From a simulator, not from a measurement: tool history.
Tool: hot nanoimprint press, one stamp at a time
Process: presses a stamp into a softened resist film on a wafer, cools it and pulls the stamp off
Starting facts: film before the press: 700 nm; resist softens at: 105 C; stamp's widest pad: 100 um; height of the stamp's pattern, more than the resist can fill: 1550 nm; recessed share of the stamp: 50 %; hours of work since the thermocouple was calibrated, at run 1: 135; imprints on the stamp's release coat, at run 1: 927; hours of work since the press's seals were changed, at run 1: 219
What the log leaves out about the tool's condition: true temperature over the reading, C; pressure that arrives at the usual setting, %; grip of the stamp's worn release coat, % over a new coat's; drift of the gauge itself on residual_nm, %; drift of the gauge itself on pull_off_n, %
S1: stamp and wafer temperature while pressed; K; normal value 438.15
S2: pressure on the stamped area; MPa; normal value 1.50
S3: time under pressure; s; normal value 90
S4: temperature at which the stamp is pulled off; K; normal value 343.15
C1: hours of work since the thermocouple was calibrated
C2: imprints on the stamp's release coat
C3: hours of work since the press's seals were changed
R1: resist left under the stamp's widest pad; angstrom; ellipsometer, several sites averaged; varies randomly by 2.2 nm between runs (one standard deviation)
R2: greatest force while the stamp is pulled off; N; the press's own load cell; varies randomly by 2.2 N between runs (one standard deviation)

| run | hour | S1 | S2 | S3 | S4 | C1 | C2 | C3 | R1 | R2 |
|---|---|---|---|---|---|---|---|---|---|---|
| 1 | 0.0 | 438.15 | 1.50 | 90 | 343.15 | 135 | 927 | 219 | 3498 | 123 |
| 2 | 9.0 | 438.15 | 1.50 | 90 | 343.15 | 140 | 949 | 224 | 3458 | 131 |
| 3 | 18.0 | 438.15 | 1.50 | 90 | 343.15 | 145 | 971 | 229 | 3530 | 128 |
| 4 | 24.6 | 438.15 | 1.50 | 90 | 343.15 | 149 | 987 | 233 | 3530 | 124 |
| 5 | 31.2 | 438.15 | 1.50 | 90 | 349.15 | 153 | 1003 | 237 | 3473 | 119 |
| 6 | 40.6 | 438.15 | 1.50 | 90 | 349.15 | 159 | 1026 | 243 | 3517 | 120 |
| 7 | 49.2 | 447.15 | 1.50 | 90 | 349.15 | 164 | 1047 | 248 | 2119 | 124 |
| 8 | 54.4 | 438.15 | 1.50 | 90 | 343.15 | 167 | 1060 | 251 | 3492 | 129 |
| 9 | 60.5 | 438.15 | 1.50 | 90 | 343.15 | 171 | 1074 | 254 | 3475 | 128 |
| 10 | 67.9 | 438.15 | 1.50 | 90 | 343.15 | 175 | 1092 | 259 | 3490 | 132 |
| 11 | 76.5 | 438.15 | 1.50 | 90 | 343.15 | 180 | 1113 | 264 | 3461 | 132 |
| 12 | 85.6 | 438.15 | 1.50 | 90 | 343.15 | 186 | 1135 | 269 | 3460 | 132 |
| 13 | 94.9 | 438.15 | 1.50 | 90 | 338.15 | 191 | 1158 | 275 | 3449 | 131 |
| 14 | 100.9 | 438.15 | 1.50 | 90 | 338.15 | 195 | 1173 | 278 | 3432 | 132 |
| 15 | 109.2 | 438.15 | 1.50 | 90 | 338.15 | 200 | 1193 | 283 | 3457 | 138 |
| 16 | 115.6 | 438.15 | 1.50 | 90 | 338.15 | 203 | 1208 | 287 | 3417 | 128 |
| 17 | 125.1 | 438.15 | 1.50 | 48 | 338.15 | 209 | 1231 | 293 | 4287 | 135 |
|  | 128.8 | plate thermocouple calibrated |
| 18 | 133.0 | 438.15 | 2.25 | 97 | 343.15 | 2 | 1243 | 296 | 2717 | 135 |
| 19 | 140.3 | 438.15 | 2.25 | 97 | 343.15 | 7 | 1261 | 300 | 2737 | 135 |
| 20 | 149.7 | 438.15 | 2.25 | 53 | 343.15 | 12 | 1284 | 306 | 3442 | 136 |
| 21 | 156.3 | 443.15 | 2.36 | 90 | 343.15 | 16 | 1300 | 310 | 2072 | 138 |
|  | 162.4 | plate thermocouple calibrated, once more |
|  | 172.8 | stamp cleaned and given a new release coat |
| 22 | 173.6 | 443.15 | 2.36 | 90 | 343.15 | 3 | 2 | 314 | 2255 | 94 |
| 23 | 182.7 | 444.15 | 1.01 | 172 | 334.15 | 8 | 24 | 320 | 2478 | 99 |
| 24 | 192.1 | 444.15 | 1.01 | 172 | 334.15 | 14 | 47 | 325 | 2477 | 105 |
| 25 | 196.9 | 444.15 | 1.01 | 172 | 334.15 | 17 | 59 | 328 | 2493 | 104 |
| 26 | 204.6 | 438.15 | 1.49 | 90 | 350.15 | 21 | 78 | 333 | 3639 | 94 |
| 27 | 211.1 | 447.15 | 1.50 | 86 | 343.15 | 25 | 93 | 337 | 2261 | 96 |
| 28 | 219.1 | 427.15 | 1.50 | 70 | 341.15 | 30 | 113 | 342 | 5952 | 105 |
| 29 | 225.3 | 430.15 | 0.90 | 67 | 336.15 | 34 | 128 | 345 | 6087 | 102 |

For each run, the measured value with the value that run would have given without the tool's hidden condition subtracted. The run-to-run variation is shared by both, the gauge scatter possibly not:
| run | R1 | R2 |
|---|---|---|
| 1 | -65 | +28 |
| 2 | -69 | +31 |
| 3 | -75 | +31 |
| 4 | -78 | +30 |
| 5 | -81 | +29 |
| 6 | -86 | +30 |
| 7 | -56 | +31 |
| 8 | -92 | +33 |
| 9 | -95 | +32 |
| 10 | -99 | +34 |
| 11 | -102 | +34 |
| 12 | -106 | +35 |
| 13 | -110 | +36 |
| 14 | -112 | +37 |
| 15 | -117 | +38 |
| 16 | -118 | +37 |
| 17 | -129 | +38 |
| 18 | -143 | +38 |
| 19 | -146 | +39 |
| 20 | -171 | +39 |
| 21 | -114 | +41 |
| 22 | +60 | +0 |
| 23 | +51 | +1 |
| 24 | +48 | +2 |
| 25 | +47 | +2 |
| 26 | +65 | +2 |
| 27 | +41 | +3 |
| 28 | +43 | +4 |
| 29 | +32 | +4 |
